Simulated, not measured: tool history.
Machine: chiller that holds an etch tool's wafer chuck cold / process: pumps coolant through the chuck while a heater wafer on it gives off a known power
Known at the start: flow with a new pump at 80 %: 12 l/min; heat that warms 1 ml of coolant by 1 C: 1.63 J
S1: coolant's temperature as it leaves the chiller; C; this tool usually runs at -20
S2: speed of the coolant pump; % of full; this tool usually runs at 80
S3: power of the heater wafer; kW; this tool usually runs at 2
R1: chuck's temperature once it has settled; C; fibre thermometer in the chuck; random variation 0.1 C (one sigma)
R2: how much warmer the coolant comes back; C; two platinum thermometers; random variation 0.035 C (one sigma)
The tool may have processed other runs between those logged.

run 1 day=0 | S1=-20 S2=80 S3=2 | R1=-3.2 R2=6.23
run 2 day=1.038 | S1=-20 S2=80 S3=2 | R1=-3 R2=6.21
run 3 day=2.454 | S1=-20 S2=80 S3=2 | R1=-3 R2=6.19
run 4 day=3.438 | S1=-20 S2=80 S3=2 | R1=-3.1 R2=6.17
run 5 day=4.429 | S1=-20 S2=80 S3=2 | R1=-2.9 R2=6.2
run 6 day=5.104 | S1=-20 S2=80 S3=2 | R1=-3.1 R2=6.19
run 7 day=6.592 | S1=-20 S2=80 S3=2 | R1=-3.2 R2=6.17
run 8 day=7.429 | S1=-20 S2=80 S3=2 | R1=-3.1 R2=6.19
run 9 day=8.1 | S1=-20 S2=80 S3=2.919 | R1=4.7 R2=9.01
run 10 day=8.938 | S1=-20 S2=80 S3=2 | R1=-3.3 R2=6.14
-- day=9.238 coolant pump overhauled
run 11 day=10.033 | S1=-20 S2=80 S3=2 | R1=-2.9 R2=6.23
run 12 day=11.138 | S1=-20 S2=80 S3=2 | R1=-3.1 R2=6.16
run 13 day=11.896 | S1=-20 S2=80 S3=2 | R1=-3.1 R2=6.2
run 14 day=13 | S1=-20 S2=80 S3=2 | R1=-3 R2=6.23
run 15 day=14.292 | S1=-20 S2=80 S3=2 | R1=-3.1 R2=6.27
run 16 day=15.075 | S1=-19 S2=66 S3=2.996 | R1=11.3 R2=11.56
run 17 day=16.188 | S1=-19 S2=95 S3=1.33 | R1=-9.4 R2=3.34
run 18 day=17.225 | S1=-28 S2=88 S3=1.445 | R1=-17 R2=4.06
-- day=17.571 coolant pump overhauled, once more
run 19 day=18.283 | S1=-13 S2=80 S3=1.297 | R1=-2.2 R2=4
run 20 day=19.35 | S1=-23 S2=80 S3=1.108 | R1=-13.7 R2=3.41
run 21 day=20.5 | S1=-10 S2=98 S3=1.108 | R1=-2.4 R2=2.76
run 22 day=21.579 | S1=-22 S2=90 S3=2.116 | R1=-6 R2=5.68
run 23 day=22.725 | S1=-22 S2=90 S3=2.116 | R1=-6 R2=5.74
run 24 day=23.546 | S1=-27 S2=90 S3=2.773 | R1=-5.8 R2=7.5
run 25 day=24.575 | S1=-11 S2=84 S3=2.058 | R1=5.6 R2=6.02
run 26 day=25.338 | S1=-14 S2=91 S3=2 | R1=1 R2=5.32
-- day=26.833 coolant changed, channels flushed
run 27 day=26.979 | S1=-14 S2=68 S3=1.157 | R1=-3.6 R2=4.32

Difference, measured minus no-hidden-state, one row per run. Run-to-run variation is common to both terms; the gauge's own scatter need not be:
Hidden state at play: heat passed by the chuck's channels, % of clean ones'; flow at a given pump speed, % of a new pump's; coolant's true temperature over the reading, C; drift of the gauge itself on chuck_c, C; drift of the gauge itself on warmer_back_c, C.
run=1 R1=+1 R2=+0.04
run=2 R1=+1.1 R2=+0.05
run=3 R1=+1.1 R2=+0.05
run=4 R1=+1.1 R2=+0.05
run=5 R1=+1.1 R2=+0.06
run=6 R1=+1.1 R2=+0.06
run=7 R1=+1.1 R2=+0.06
run=8 R1=+1.1 R2=+0.06
run=9 R1=+1.6 R2=+0.09
run=10 R1=+1.1 R2=+0.06
run=11 R1=+1.2 R2=+0.09
run=12 R1=+1.2 R2=+0.09
run=13 R1=+1.2 R2=+0.1
run=14 R1=+1.2 R2=+0.09
run=15 R1=+1.2 R2=+0.1
run=16 R1=+2.2 R2=+0.19
run=17 R1=+0.7 R2=+0.05
run=18 R1=+0.8 R2=+0.06
run=19 R1=+0.7 R2=+0.02
run=20 R1=+0.6 R2=+0.01
run=21 R1=+0.4 R2=+0.01
run=22 R1=+1.1 R2=+0.02
run=23 R1=+1 R2=+0.03
run=24 R1=+1.4 R2=+0.04
run=25 R1=+1.1 R2=+0.03
run=26 R1=+1 R2=+0.03
run=27 R1=+0 R2=+0.03

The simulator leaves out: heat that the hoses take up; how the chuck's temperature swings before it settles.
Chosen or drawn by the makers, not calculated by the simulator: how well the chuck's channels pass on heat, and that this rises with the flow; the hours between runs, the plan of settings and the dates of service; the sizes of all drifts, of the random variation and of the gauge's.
